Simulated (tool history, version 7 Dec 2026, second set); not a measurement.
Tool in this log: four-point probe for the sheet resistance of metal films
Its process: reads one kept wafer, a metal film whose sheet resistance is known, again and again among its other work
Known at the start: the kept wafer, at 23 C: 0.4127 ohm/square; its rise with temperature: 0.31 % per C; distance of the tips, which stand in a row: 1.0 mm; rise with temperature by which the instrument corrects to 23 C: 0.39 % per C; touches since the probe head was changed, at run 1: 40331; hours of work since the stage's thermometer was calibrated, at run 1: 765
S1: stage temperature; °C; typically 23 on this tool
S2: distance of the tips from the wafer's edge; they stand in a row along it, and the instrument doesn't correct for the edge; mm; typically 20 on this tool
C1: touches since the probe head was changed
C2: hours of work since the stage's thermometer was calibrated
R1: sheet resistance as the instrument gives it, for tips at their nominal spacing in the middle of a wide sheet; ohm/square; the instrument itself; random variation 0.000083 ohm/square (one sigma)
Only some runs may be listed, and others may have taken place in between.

| run | hour | S1 | S2 | C1 | C2 | R1 |
|---|---|---|---|---|---|---|
| 1 | 0.0 | 23 | 20 | 40331 | 765 | 0.413360 |
| 2 | 71.0 | 23 | 20 | 42079 | 820 | 0.413329 |
| 3 | 110.9 | 23 | 20 | 43061 | 851 | 0.413359 |
| 4 | 184.7 | 23 | 20 | 44877 | 907 | 0.413377 |
| 5 | 233.6 | 34 | 20 | 46083 | 945 | 0.409767 |
| 6 | 309.2 | 27 | 20 | 47944 | 1003 | 0.411986 |
| 7 | 358.3 | 27 | 20 | 49152 | 1041 | 0.411878 |
| 8 | 441.9 | 23 | 12 | 51211 | 1105 | 0.414354 |
| 9 | 493.5 | 23 | 12 | 52482 | 1144 | 0.414315 |
| 10 | 543.1 | 23 | 4 | 53702 | 1182 | 0.426175 |
| 11 | 611.1 | 23 | 7 | 55377 | 1235 | 0.417145 |
| 12 | 687.5 | 23 | 20 | 57257 | 1293 | 0.413228 |
| 13 | 766.4 | 23 | 20 | 59200 | 1354 | 0.413327 |
|  | 771.9 | stage's thermometer calibrated |
| 14 | 851.2 | 18 | 12 | 61275 | 61 | 0.416031 |
| 15 | 909.9 | 21 | 10 | 62721 | 106 | 0.415667 |
| 16 | 965.7 | 23 | 32 | 64095 | 149 | 0.412897 |
| 17 | 1007.8 | 21 | 27 | 65131 | 181 | 0.413751 |
| 18 | 1061.8 | 27 | 22 | 66459 | 223 | 0.411843 |
| 19 | 1107.4 | 27 | 6 | 67582 | 258 | 0.417516 |
| 20 | 1190.5 | 21 | 58 | 69628 | 321 | 0.413569 |
| 21 | 1266.3 | 19 | 4 | 71494 | 380 | 0.427570 |
| 22 | 1303.8 | 23 | 34 | 72420 | 408 | 0.413101 |
| 23 | 1346.0 | 18 | 13 | 73456 | 441 | 0.415809 |
| 24 | 1414.1 | 18 | 13 | 75133 | 493 | 0.415716 |

Consider 4 possible next runs. They are alternatives, not a sequence: every one starts from the tool as it was left by run 24. What does each give?
| A | 1491.3 | 25 | 5 | 77034 | 552 | ? |
| B | 1491.3 | 19 | 39 | 77034 | 552 | ? |
| C | 1491.3 | 23 | 16 | 77034 | 552 | ? |
| D | 1491.3 | 33 | 34 | 77034 | 552 | ? |

| run | R1 |
|---|---|
| A | 0.420897 |
| B | 0.414263 |
| C | 0.413634 |
| D | 0.409674 |
The same runs, with their run-to-run variation unchanged, on a tool lacking any hidden condition would have given:
| run | R1 |
|---|---|
| A | 0.420867 |
| B | 0.414233 |
| C | 0.413604 |
| D | 0.409644 |

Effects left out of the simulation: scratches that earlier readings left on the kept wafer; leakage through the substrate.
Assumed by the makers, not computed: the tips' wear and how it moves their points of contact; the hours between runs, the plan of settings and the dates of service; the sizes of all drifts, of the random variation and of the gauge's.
